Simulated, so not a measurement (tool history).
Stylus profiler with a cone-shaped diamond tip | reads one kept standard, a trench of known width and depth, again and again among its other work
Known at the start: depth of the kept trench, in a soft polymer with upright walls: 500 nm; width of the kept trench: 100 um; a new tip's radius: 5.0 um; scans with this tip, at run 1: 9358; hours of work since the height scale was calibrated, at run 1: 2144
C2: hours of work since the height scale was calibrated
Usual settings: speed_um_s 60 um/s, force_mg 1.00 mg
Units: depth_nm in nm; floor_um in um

{"run": 1, "hour": 0.0, "speed_um_s": 60, "force_mg": 1.0, "scans with this tip": 9358, "C2": 2144, "depth_nm": 502.73, "floor_um": 95.3}
{"run": 2, "hour": 59.9, "speed_um_s": 60, "force_mg": 1.0, "scans with this tip": 9528, "C2": 2183, "depth_nm": 502.59, "floor_um": 95.38}
{"run": 3, "hour": 127.9, "speed_um_s": 60, "force_mg": 1.0, "scans with this tip": 9722, "C2": 2227, "depth_nm": 502.51, "floor_um": 95.39}
{"run": 4, "hour": 230.6, "speed_um_s": 60, "force_mg": 1.0, "scans with this tip": 10014, "C2": 2294, "depth_nm": 502.53, "floor_um": 95.38}
{"hour": 264.9, "done": "height scale calibrated on a step standard"}
{"run": 5, "hour": 292.1, "speed_um_s": 60, "force_mg": 1.0, "scans with this tip": 10188, "C2": 18, "depth_nm": 502.55, "floor_um": 95.4}
{"run": 6, "hour": 381.5, "speed_um_s": 60, "force_mg": 1.0, "scans with this tip": 10442, "C2": 76, "depth_nm": 502.43, "floor_um": 95.34}
{"run": 7, "hour": 470.1, "speed_um_s": 60, "force_mg": 1.0, "scans with this tip": 10694, "C2": 134, "depth_nm": 502.54, "floor_um": 95.41}
{"run": 8, "hour": 579.2, "speed_um_s": 17, "force_mg": 2.67, "scans with this tip": 11005, "C2": 205, "depth_nm": 504.98, "floor_um": 95.61}
{"run": 9, "hour": 629.8, "speed_um_s": 21, "force_mg": 2.45, "scans with this tip": 11149, "C2": 238, "depth_nm": 504.3, "floor_um": 95.58}
{"run": 10, "hour": 714.9, "speed_um_s": 228, "force_mg": 1.23, "scans with this tip": 11391, "C2": 293, "depth_nm": 502.98, "floor_um": 94.84}
{"run": 11, "hour": 787.7, "speed_um_s": 51, "force_mg": 2.54, "scans with this tip": 11598, "C2": 341, "depth_nm": 504.72, "floor_um": 95.54}

Forecast each of these 3 alternatives for the next run:
{"run": "A", "hour": 887.3, "speed_um_s": 135, "force_mg": 2.54, "scans with this tip": 11882, "C2": 406, "depth_nm": "?", "floor_um": "?"}
{"run": "B", "hour": 887.3, "speed_um_s": 29, "force_mg": 2.54, "scans with this tip": 11882, "C2": 406, "depth_nm": "?", "floor_um": "?"}
{"run": "C", "hour": 887.3, "speed_um_s": 50, "force_mg": 0.46, "scans with this tip": 11882, "C2": 406, "depth_nm": "?", "floor_um": "?"}

run=A depth_nm=504.51 floor_um=95.28
run=B depth_nm=504.87 floor_um=95.56
run=C depth_nm=501.49 floor_um=95.39
Without the tool's hidden state the same runs would have given:
run=A depth_nm=504.51 floor_um=95.29
run=B depth_nm=504.87 floor_um=95.57
run=C depth_nm=501.48 floor_um=95.40
